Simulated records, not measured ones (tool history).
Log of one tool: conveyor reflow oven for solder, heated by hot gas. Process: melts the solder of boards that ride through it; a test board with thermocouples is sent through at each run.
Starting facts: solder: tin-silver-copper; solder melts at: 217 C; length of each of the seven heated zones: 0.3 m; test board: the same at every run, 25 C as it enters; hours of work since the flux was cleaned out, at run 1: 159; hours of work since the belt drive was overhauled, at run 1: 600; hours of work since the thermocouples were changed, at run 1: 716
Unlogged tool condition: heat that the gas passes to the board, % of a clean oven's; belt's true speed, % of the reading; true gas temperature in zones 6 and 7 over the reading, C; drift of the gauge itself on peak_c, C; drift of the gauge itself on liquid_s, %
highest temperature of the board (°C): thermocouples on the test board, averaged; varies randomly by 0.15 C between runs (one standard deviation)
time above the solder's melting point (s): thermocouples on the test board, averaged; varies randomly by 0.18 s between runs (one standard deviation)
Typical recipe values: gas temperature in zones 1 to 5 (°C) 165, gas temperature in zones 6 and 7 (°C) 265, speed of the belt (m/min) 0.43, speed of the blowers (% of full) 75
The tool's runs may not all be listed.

run   hour  gas temperature in zones 1 to 5 (°C)  gas temperature in zones 6 and 7 (°C)  speed of the belt (m/min)  speed of the blowers (% of full)  hours of work since the flux was cleaned out  hours of work since the belt drive was overhauled  hours of work since the thermocouples were changed  highest temperature of the board (°C)  time above the solder's melting point (s)
  1      0                                   165                                    265                       0.43                                75                                           159                                                600                                                 716                                  254.5                                       64.4
  2     34                                   165                                    265                      0.383                                75                                           184                                                626                                                 741                                    257                                       75.4
  3   50.1                                   165                                    265                       0.43                                75                                           196                                                637                                                 753                                  254.4                                       64.3
      58.4  -- flux residue cleaned out of gas plates and filters
  4   92.4                                   165                                    265                       0.43                                75                                            25                                                665                                                 780                                  255.3                                       65.2
  5  115.2                                   165                                    265                       0.43                                75                                            42                                                682                                                 797                                  255.1                                       65.1
  6  152.4                                   165                                    265                       0.43                                75                                            69                                                709                                                 824                                  254.9                                       65.1
  7  169.8                                   165                                    265                       0.43                                75                                            82                                                722                                                 837                                    255                                       64.9
  8  197.2                                   165                                    265                      0.361                                75                                           102                                                742                                                 857                                  258.5                                         82
  9  230.1                                   165                                    265                      0.361                                75                                           127                                                766                                                 882                                  258.4                                         82
 10  261.4                                   165                                    265                       0.43                                75                                           150                                                790                                                 905                                  254.7                                       64.9
     274.9  -- belt drive overhauled, speed set with a stopwatch
 11  296.3                                   165                                    265                       0.43                                52                                           173                                                 16                                                 927                                  248.6                                       56.9
 12    324                                   165                                    265                       0.43                                52                                           193                                                 36                                                 948                                  248.5                                         57
     335.5  -- flux residue cleaned out of gas plates and filters
 13  356.9                                   165                                    265                       0.47                                52                                            16                                                 57                                                 968                                    246                                       48.5
 14  376.6                                   172                                    265                       0.43                                75                                            30                                                 71                                                 983                                  255.1                                       66.4
 15  404.1                                   165                                    265                      0.473                                75                                            51                                                 92                                                1003                                  251.6                                       55.2
 16    430                                   165                                    265                      0.473                                75                                            70                                                111                                                1022                                  251.9                                         55
 17  467.8                                   165                                    265                      0.473                                75                                            98                                                139                                                1050                                  251.7                                       55.2
 18  493.1                                   165                                    265                      0.473                                75                                           116                                                157                                                1069                                  251.4                                         55
 19  530.2                                   167                                    265                      0.397                                65                                           144                                                185                                                1096                                  254.3                                       69.5
 20  562.7                                   167                                    265                      0.397                                65                                           168                                                209                                                1120                                  254.1                                       69.6
 21  581.6                                   165                                    257                      0.488                                75                                           182                                                223                                                1134                                  243.2                                       46.5
     607.8  -- flux residue cleaned out of gas plates and filters
 22  622.6                                   165                                    257                      0.488                                75                                            11                                                249                                                1161                                  243.9                                       47.7
 23  659.4                                   165                                    257                      0.488                                75                                            38                                                276                                                1188                                  243.8                                       47.9
 24  697.8                                   153                                    279                      0.384                                75                                            66                                                305                                                1216                                  269.2                                       78.5
 25  723.6                                   165                                    266                      0.443                                75                                            85                                                324                                                1235                                  254.6                                         62
 26  744.9                                   165                                    266                      0.443                                75                                           101                                                339                                                1251                                  254.5                                       62.3

Run 27, settings as shown, results not yet in. Your forecast:
 27  782.1                                   165                                    266                      0.443                                75                                           129                                                367                                                1279                                      ?                                          ?

highest temperature of the board (°C): 253.9
time above the solder's melting point (s): 61.8
With the hidden condition absent and the run-to-run variation left alone, this run would have shown highest temperature of the board (°C) 254.9, time above the solder's melting point (s) 61.7.
